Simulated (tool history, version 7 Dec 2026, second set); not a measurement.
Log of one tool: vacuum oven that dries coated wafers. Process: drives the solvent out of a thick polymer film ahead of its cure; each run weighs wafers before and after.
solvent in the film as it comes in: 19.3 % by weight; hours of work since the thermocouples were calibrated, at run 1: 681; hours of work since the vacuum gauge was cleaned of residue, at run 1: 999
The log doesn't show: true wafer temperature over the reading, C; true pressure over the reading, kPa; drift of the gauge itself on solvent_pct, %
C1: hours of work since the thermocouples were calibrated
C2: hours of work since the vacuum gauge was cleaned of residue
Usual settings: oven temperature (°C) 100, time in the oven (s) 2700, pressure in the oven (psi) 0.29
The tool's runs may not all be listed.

run 1 hour=0 | oven_temperature_(°C)=100 time_in_the_oven_(s)=2700 pressure_in_the_oven_(psi)=0.29 | C1=681 C2=999 | solvent_left_in_the_film_(%)=2.1
run 2 hour=52.5 | oven_temperature_(°C)=100 time_in_the_oven_(s)=2700 pressure_in_the_oven_(psi)=0.29 | C1=718 C2=1037 | solvent_left_in_the_film_(%)=2.16
-- hour=93.4 oven's thermocouples calibrated
run 3 hour=93.4 | oven_temperature_(°C)=100 time_in_the_oven_(s)=2700 pressure_in_the_oven_(psi)=0.29 | C1=0 C2=1065 | solvent_left_in_the_film_(%)=1.85
run 4 hour=136.2 | oven_temperature_(°C)=100 time_in_the_oven_(s)=2520 pressure_in_the_oven_(psi)=0.29 | C1=31 C2=1095 | solvent_left_in_the_film_(%)=2.03
run 5 hour=193.9 | oven_temperature_(°C)=100 time_in_the_oven_(s)=2700 pressure_in_the_oven_(psi)=0.29 | C1=72 C2=1137 | solvent_left_in_the_film_(%)=1.95
run 6 hour=224.5 | oven_temperature_(°C)=100 time_in_the_oven_(s)=2700 pressure_in_the_oven_(psi)=0.29 | C1=94 C2=1159 | solvent_left_in_the_film_(%)=1.91
run 7 hour=289.3 | oven_temperature_(°C)=100 time_in_the_oven_(s)=2700 pressure_in_the_oven_(psi)=0.313 | C1=141 C2=1205 | solvent_left_in_the_film_(%)=2.03
run 8 hour=348.4 | oven_temperature_(°C)=100 time_in_the_oven_(s)=2700 pressure_in_the_oven_(psi)=0.313 | C1=183 C2=1248 | solvent_left_in_the_film_(%)=2.01
run 9 hour=403.4 | oven_temperature_(°C)=92 time_in_the_oven_(s)=2700 pressure_in_the_oven_(psi)=0.29 | C1=223 C2=1288 | solvent_left_in_the_film_(%)=4.1
run 10 hour=463.4 | oven_temperature_(°C)=100 time_in_the_oven_(s)=2700 pressure_in_the_oven_(psi)=0.29 | C1=266 C2=1331 | solvent_left_in_the_film_(%)=1.94
run 11 hour=503.2 | oven_temperature_(°C)=100 time_in_the_oven_(s)=2700 pressure_in_the_oven_(psi)=0.29 | C1=295 C2=1359 | solvent_left_in_the_film_(%)=2.04
run 12 hour=554 | oven_temperature_(°C)=100 time_in_the_oven_(s)=2700 pressure_in_the_oven_(psi)=0.29 | C1=331 C2=1396 | solvent_left_in_the_film_(%)=2.02
run 13 hour=607.6 | oven_temperature_(°C)=100 time_in_the_oven_(s)=2700 pressure_in_the_oven_(psi)=0.29 | C1=370 C2=1434 | solvent_left_in_the_film_(%)=1.99
run 14 hour=660.7 | oven_temperature_(°C)=100 time_in_the_oven_(s)=2700 pressure_in_the_oven_(psi)=0.29 | C1=408 C2=1473 | solvent_left_in_the_film_(%)=2.14
run 15 hour=718.6 | oven_temperature_(°C)=100 time_in_the_oven_(s)=2700 pressure_in_the_oven_(psi)=0.29 | C1=450 C2=1514 | solvent_left_in_the_film_(%)=2.17
run 16 hour=777 | oven_temperature_(°C)=100 time_in_the_oven_(s)=2700 pressure_in_the_oven_(psi)=0.29 | C1=492 C2=1556 | solvent_left_in_the_film_(%)=2.23
run 17 hour=815.9 | oven_temperature_(°C)=89 time_in_the_oven_(s)=2700 pressure_in_the_oven_(psi)=0.29 | C1=520 C2=1584 | solvent_left_in_the_film_(%)=5.3
run 18 hour=853.1 | oven_temperature_(°C)=100 time_in_the_oven_(s)=2700 pressure_in_the_oven_(psi)=0.29 | C1=546 C2=1611 | solvent_left_in_the_film_(%)=2.33
run 19 hour=885.9 | oven_temperature_(°C)=100 time_in_the_oven_(s)=2700 pressure_in_the_oven_(psi)=0.29 | C1=570 C2=1635 | solvent_left_in_the_film_(%)=2.19
run 20 hour=952.2 | oven_temperature_(°C)=100 time_in_the_oven_(s)=2700 pressure_in_the_oven_(psi)=0.29 | C1=618 C2=1682 | solvent_left_in_the_film_(%)=2.24
run 21 hour=981.6 | oven_temperature_(°C)=100 time_in_the_oven_(s)=2700 pressure_in_the_oven_(psi)=0.477 | C1=639 C2=1703 | solvent_left_in_the_film_(%)=2.92
run 22 hour=1049.3 | oven_temperature_(°C)=100 time_in_the_oven_(s)=2700 pressure_in_the_oven_(psi)=0.477 | C1=687 C2=1752 | solvent_left_in_the_film_(%)=3.01
run 23 hour=1102.8 | oven_temperature_(°C)=115 time_in_the_oven_(s)=3120 pressure_in_the_oven_(psi)=0.802 | C1=726 C2=1791 | solvent_left_in_the_film_(%)=2.03
-- hour=1138.2 oven's thermocouples calibrated
run 24 hour=1171.6 | oven_temperature_(°C)=115 time_in_the_oven_(s)=3120 pressure_in_the_oven_(psi)=0.802 | C1=24 C2=1839 | solvent_left_in_the_film_(%)=1.96
run 25 hour=1200.6 | oven_temperature_(°C)=115 time_in_the_oven_(s)=3120 pressure_in_the_oven_(psi)=0.802 | C1=45 C2=1859 | solvent_left_in_the_film_(%)=1.94
run 26 hour=1244.9 | oven_temperature_(°C)=115 time_in_the_oven_(s)=3120 pressure_in_the_oven_(psi)=0.802 | C1=77 C2=1891 | solvent_left_in_the_film_(%)=1.9
run 27 hour=1314.5 | oven_temperature_(°C)=115 time_in_the_oven_(s)=3120 pressure_in_the_oven_(psi)=0.802 | C1=127 C2=1941 | solvent_left_in_the_film_(%)=1.95
run 28 hour=1371.8 | oven_temperature_(°C)=115 time_in_the_oven_(s)=3000 pressure_in_the_oven_(psi)=0.628 | C1=168 C2=1983 | solvent_left_in_the_film_(%)=1.47
-- hour=1393.2 vacuum gauge cleaned of residue and calibrated
run 29 hour=1422.3 | oven_temperature_(°C)=103 time_in_the_oven_(s)=2760 pressure_in_the_oven_(psi)=0.323 | C1=203 C2=21 | solvent_left_in_the_film_(%)=1.37
run 30 hour=1461.8 | oven_temperature_(°C)=103 time_in_the_oven_(s)=2760 pressure_in_the_oven_(psi)=0.323 | C1=232 C2=49 | solvent_left_in_the_film_(%)=1.46
run 31 hour=1496.9 | oven_temperature_(°C)=103 time_in_the_oven_(s)=2760 pressure_in_the_oven_(psi)=0.323 | C1=257 C2=75 | solvent_left_in_the_film_(%)=1.52
run 32 hour=1560.8 | oven_temperature_(°C)=94 time_in_the_oven_(s)=2760 pressure_in_the_oven_(psi)=0.323 | C1=303 C2=121 | solvent_left_in_the_film_(%)=3.22
run 33 hour=1594.7 | oven_temperature_(°C)=94 time_in_the_oven_(s)=2760 pressure_in_the_oven_(psi)=0.323 | C1=327 C2=145 | solvent_left_in_the_film_(%)=3.28
run 34 hour=1658.9 | oven_temperature_(°C)=100 time_in_the_oven_(s)=2700 pressure_in_the_oven_(psi)=0.598 | C1=373 C2=191 | solvent_left_in_the_film_(%)=2.86
run 35 hour=1713 | oven_temperature_(°C)=89 time_in_the_oven_(s)=2700 pressure_in_the_oven_(psi)=0.193 | C1=412 C2=230 | solvent_left_in_the_film_(%)=4.43
run 36 hour=1745 | oven_temperature_(°C)=89 time_in_the_oven_(s)=2700 pressure_in_the_oven_(psi)=0.193 | C1=435 C2=253 | solvent_left_in_the_film_(%)=4.49
run 37 hour=1776.9 | oven_temperature_(°C)=89 time_in_the_oven_(s)=2700 pressure_in_the_oven_(psi)=0.193 | C1=458 C2=276 | solvent_left_in_the_film_(%)=4.56
run 38 hour=1846.2 | oven_temperature_(°C)=107 time_in_the_oven_(s)=3420 pressure_in_the_oven_(psi)=0.193 | C1=508 C2=326 | solvent_left_in_the_film_(%)=0.67
run 39 hour=1896.4 | oven_temperature_(°C)=107 time_in_the_oven_(s)=3420 pressure_in_the_oven_(psi)=0.193 | C1=544 C2=362 | solvent_left_in_the_film_(%)=0.7
run 40 hour=1962.8 | oven_temperature_(°C)=107 time_in_the_oven_(s)=1500 pressure_in_the_oven_(psi)=0.171 | C1=592 C2=410 | solvent_left_in_the_film_(%)=1.97
run 41 hour=2014.2 | oven_temperature_(°C)=107 time_in_the_oven_(s)=1500 pressure_in_the_oven_(psi)=0.171 | C1=629 C2=447 | solvent_left_in_the_film_(%)=1.95
run 42 hour=2050.2 | oven_temperature_(°C)=107 time_in_the_oven_(s)=1500 pressure_in_the_oven_(psi)=0.171 | C1=655 C2=473 | solvent_left_in_the_film_(%)=2.03
run 43 hour=2098.1 | oven_temperature_(°C)=107 time_in_the_oven_(s)=1500 pressure_in_the_oven_(psi)=0.582 | C1=689 C2=507 | solvent_left_in_the_film_(%)=3.07
run 44 hour=2135.9 | oven_temperature_(°C)=101 time_in_the_oven_(s)=1380 pressure_in_the_oven_(psi)=0.368 | C1=716 C2=534 | solvent_left_in_the_film_(%)=4.46

5 ways to go on from here, each from the tool as it stands after run 44. What would each give?
-- hour=2181.2 oven's thermocouples calibrated
run A hour=2193.6 | oven_temperature_(°C)=111 time_in_the_oven_(s)=4380 pressure_in_the_oven_(psi)=0.458 | C1=9 C2=574 | solvent_left_in_the_film_(%)=?
-- hour=2181.2 oven's thermocouples calibrated
run B hour=2193.6 | oven_temperature_(°C)=114 time_in_the_oven_(s)=4440 pressure_in_the_oven_(psi)=0.548 | C1=9 C2=574 | solvent_left_in_the_film_(%)=?
-- hour=2181.2 oven's thermocouples calibrated
run C hour=2193.6 | oven_temperature_(°C)=109 time_in_the_oven_(s)=2700 pressure_in_the_oven_(psi)=0.29 | C1=9 C2=574 | solvent_left_in_the_film_(%)=?
-- hour=2181.2 oven's thermocouples calibrated
run D hour=2193.6 | oven_temperature_(°C)=101 time_in_the_oven_(s)=1380 pressure_in_the_oven_(psi)=0.524 | C1=9 C2=574 | solvent_left_in_the_film_(%)=?
-- hour=2181.2 oven's thermocouples calibrated
run E hour=2193.6 | oven_temperature_(°C)=91 time_in_the_oven_(s)=4740 pressure_in_the_oven_(psi)=0.368 | C1=9 C2=574 | solvent_left_in_the_film_(%)=?

run=A solvent_left_in_the_film_(%)=1.26
run=B solvent_left_in_the_film_(%)=1.24
run=C solvent_left_in_the_film_(%)=0.91
run=D solvent_left_in_the_film_(%)=4.64
run=E solvent_left_in_the_film_(%)=2.66
Without the tool's hidden state the same runs would have given:
run=A solvent_left_in_the_film_(%)=1.16
run=B solvent_left_in_the_film_(%)=1.15
run=C solvent_left_in_the_film_(%)=0.8
run=D solvent_left_in_the_film_(%)=4.48
run=E solvent_left_in_the_film_(%)=2.45

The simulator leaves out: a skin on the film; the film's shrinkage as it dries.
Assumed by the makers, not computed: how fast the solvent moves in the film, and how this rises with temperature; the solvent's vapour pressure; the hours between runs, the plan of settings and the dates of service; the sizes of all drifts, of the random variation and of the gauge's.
